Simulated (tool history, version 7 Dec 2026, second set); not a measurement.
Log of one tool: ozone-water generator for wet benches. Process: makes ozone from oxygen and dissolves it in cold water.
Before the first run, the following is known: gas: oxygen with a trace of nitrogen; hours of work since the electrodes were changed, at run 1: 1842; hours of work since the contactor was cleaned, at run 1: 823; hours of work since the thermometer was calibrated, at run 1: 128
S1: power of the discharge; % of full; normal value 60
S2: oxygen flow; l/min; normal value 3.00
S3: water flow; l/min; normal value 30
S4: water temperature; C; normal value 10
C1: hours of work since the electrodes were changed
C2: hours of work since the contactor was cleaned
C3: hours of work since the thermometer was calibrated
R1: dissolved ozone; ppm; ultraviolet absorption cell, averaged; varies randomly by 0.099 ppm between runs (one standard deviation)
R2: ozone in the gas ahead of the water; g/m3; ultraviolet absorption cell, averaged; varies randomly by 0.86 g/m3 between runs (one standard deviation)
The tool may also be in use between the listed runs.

run	day	S1	S2	S3	S4	C1	C2	C3	R1	R2
1	0.000	60	3.00	30	10	1842	823	128	7.08	137.2
2	1.783	60	3.00	30	10	1878	860	164	7.20	138.3
3	3.938	60	3.00	37	10	1922	904	208	5.60	138.3
4	5.988	60	3.00	37	10	1965	946	250	5.82	137.8
5	7.712	60	3.00	37	10	2000	982	286	5.61	137.0
6	9.454	53	3.00	37	10	2036	1018	322	5.18	128.9
7	10.933	53	3.00	37	10	2066	1048	352	5.20	130.2
8	12.662	60	3.00	30	10	2102	1083	388	7.04	135.9
9	14.725	60	3.00	30	10	2144	1126	430	7.12	137.4
10	16.392	60	3.00	44	10	2178	1160	464	4.61	137.5
11	18.667	60	2.01	30	10	2225	1207	511	6.33	172.5
12	20.746	60	3.00	30	10	2268	1249	553	6.98	136.5
13	23.088	60	3.00	30	10	2316	1297	602	6.91	136.3
14	24.075	99	4.58	38	11	2336	1318	622	7.75	136.0
15	26.292	60	1.79	32	17	2381	1363	667	5.53	186.4
16	27.508	60	1.79	32	17	2406	1388	692	5.67	185.3
17	29.238	80	3.04	28	7	2442	1424	728	8.80	156.3
18	31.371	80	3.04	28	7	2486	1468	772	9.09	157.8
19	33.508	80	3.04	28	7	2530	1511	816	8.86	155.5
20	35.204	60	2.45	22	14	2564	1546	850	8.97	154.1
21	37.254	60	2.95	30	12	2606	1588	892	6.76	137.4
22	38.333	60	2.95	30	12	2629	1610	915	6.91	136.3
23	39.625	98	3.00	30	6	2655	1637	941	9.05	173.8
24	40.708	42	3.00	30	17	2677	1659	963	5.52	114.1
25	42.729	92	2.92	46	7	2719	1701	1005	5.56	171.9

What if the next run were any one of these 3? Each begins from the tool's condition after run 25:
A	44.754	60	2.54	34	10	2760	1742	1046	?	?
B	44.754	75	2.92	46	7	2760	1742	1046	?	?
C	44.754	95	5.03	30	11	2760	1742	1046	?	?

run	R1	R2
A	5.75	150.2
B	5.01	154.9
C	9.47	126.5
The same runs, with their run-to-run variation unchanged, on a tool lacking any hidden condition would have given:
run	R1	R2
A	6.11	156.5
B	5.35	162.3
C	10.16	133.2
